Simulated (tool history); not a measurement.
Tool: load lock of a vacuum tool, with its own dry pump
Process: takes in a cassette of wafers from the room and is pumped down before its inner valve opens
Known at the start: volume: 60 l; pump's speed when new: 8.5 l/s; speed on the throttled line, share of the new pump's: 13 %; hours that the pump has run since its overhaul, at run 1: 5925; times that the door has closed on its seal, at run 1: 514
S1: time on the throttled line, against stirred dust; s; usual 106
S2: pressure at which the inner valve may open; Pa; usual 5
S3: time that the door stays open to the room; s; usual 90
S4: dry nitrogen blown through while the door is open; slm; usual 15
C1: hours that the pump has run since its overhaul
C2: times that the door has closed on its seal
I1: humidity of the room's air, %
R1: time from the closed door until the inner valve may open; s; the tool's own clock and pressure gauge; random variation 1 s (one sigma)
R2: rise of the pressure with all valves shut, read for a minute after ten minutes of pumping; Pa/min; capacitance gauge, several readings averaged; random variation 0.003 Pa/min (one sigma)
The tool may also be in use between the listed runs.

| run | hour | S1 | S2 | S3 | S4 | C1 | C2 | I1 | R1 | R2 |
|---|---|---|---|---|---|---|---|---|---|---|
| 1 | 0 | 106 | 5 | 90 | 15 | 5925 | 514 | 44.4 | 167.4 | 0.049 |
| 2 | 209.4 | 106 | 5 | 184 | 15 | 6134 | 844 | 49.5 | 168.2 | 0.076 |
| 3 | 362.5 | 106 | 5 | 184 | 15 | 6287 | 1085 | 44.3 | 168.5 | 0.073 |
| 4 | 498.1 | 106 | 5 | 184 | 15 | 6423 | 1298 | 47.9 | 168.4 | 0.079 |
| 5 | 696.5 | 106 | 5 | 66 | 15 | 6621 | 1611 | 44.1 | 168.1 | 0.032 |
| 6 | 862.1 | 106 | 5 | 66 | 15 | 6787 | 1871 | 49.4 | 167.4 | 0.044 |
| 7 | 1046.7 | 106 | 5 | 50 | 15 | 6971 | 2162 | 45.8 | 168.4 | 0.034 |
| 8 | 1236.7 | 106 | 5 | 50 | 15 | 7161 | 2461 | 43.2 | 166.8 | 0.034 |
| 9 | 1456.8 | 106 | 8 | 90 | 15 | 7381 | 2807 | 49.4 | 166.3 | 0.049 |
| 10 | 1615.6 | 106 | 8 | 90 | 15 | 7540 | 3057 | 44.1 | 164.1 | 0.045 |
| 11 | 1771.2 | 106 | 6 | 90 | 15 | 7696 | 3302 | 43.5 | 167.5 | 0.049 |
| 12 | 1947.6 | 182 | 4 | 90 | 15 | 7872 | 3580 | 46.9 | 236.1 | 0.056 |
| 13 | 2181.1 | 182 | 4 | 90 | 15 | 8106 | 3948 | 44.5 | 235.9 | 0.053 |
| 14 | 2320.6 | 182 | 4 | 90 | 15 | 8245 | 4167 | 45.1 | 239.7 | 0.049 |
| 15 | 2535.7 | 72 | 9 | 90 | 15 | 8460 | 4506 | 43.5 | 133.1 | 0.051 |
| 16 | 2741.7 | 61 | 5 | 90 | 24 | 8666 | 4830 | 46.2 | 130.5 | 0.045 |
| 17 | 2957.4 | 211 | 5 | 90 | 15 | 8882 | 5170 | 43.8 | 260.2 | 0.052 |
| 18 | 3086.8 | 211 | 5 | 90 | 15 | 9011 | 5373 | 46.9 | 263.5 | 0.057 |
| 19 | 3191.9 | 106 | 5 | 90 | 26 | 9116 | 5539 | 45 | 171.3 | 0.049 |
| 20 | 3390.9 | 158 | 5 | 213 | 15 | 9315 | 5852 | 46.9 | 215 | 0.095 |
| 21 | 3594.7 | 106 | 5 | 224 | 15 | 9519 | 6173 | 45 | 169.4 | 0.098 |

Forecast each of these 4 alternatives for the next run:
| A | 3800.3 | 106 | 5 | 224 | 38 | 9725 | 6497 | 45.2 | ? | ? |
| B | 3800.3 | 119 | 5 | 74 | 15 | 9725 | 6497 | 46 | ? | ? |
| C | 3800.3 | 106 | 6 | 38 | 24 | 9725 | 6497 | 45.9 | ? | ? |
| D | 3800.3 | 106 | 7 | 212 | 19 | 9725 | 6497 | 44.9 | ? | ? |

| run | R1 | R2 |
|---|---|---|
| A | 169.8 | 0.068 |
| B | 182 | 0.051 |
| C | 166.7 | 0.033 |
| D | 165.9 | 0.088 |
Without the tool's hidden state the same runs would have given:
| run | R1 | R2 |
|---|---|---|
| A | 163.1 | 0.054 |
| B | 175.4 | 0.035 |
| C | 160.2 | 0.018 |
| D | 159.5 | 0.073 |

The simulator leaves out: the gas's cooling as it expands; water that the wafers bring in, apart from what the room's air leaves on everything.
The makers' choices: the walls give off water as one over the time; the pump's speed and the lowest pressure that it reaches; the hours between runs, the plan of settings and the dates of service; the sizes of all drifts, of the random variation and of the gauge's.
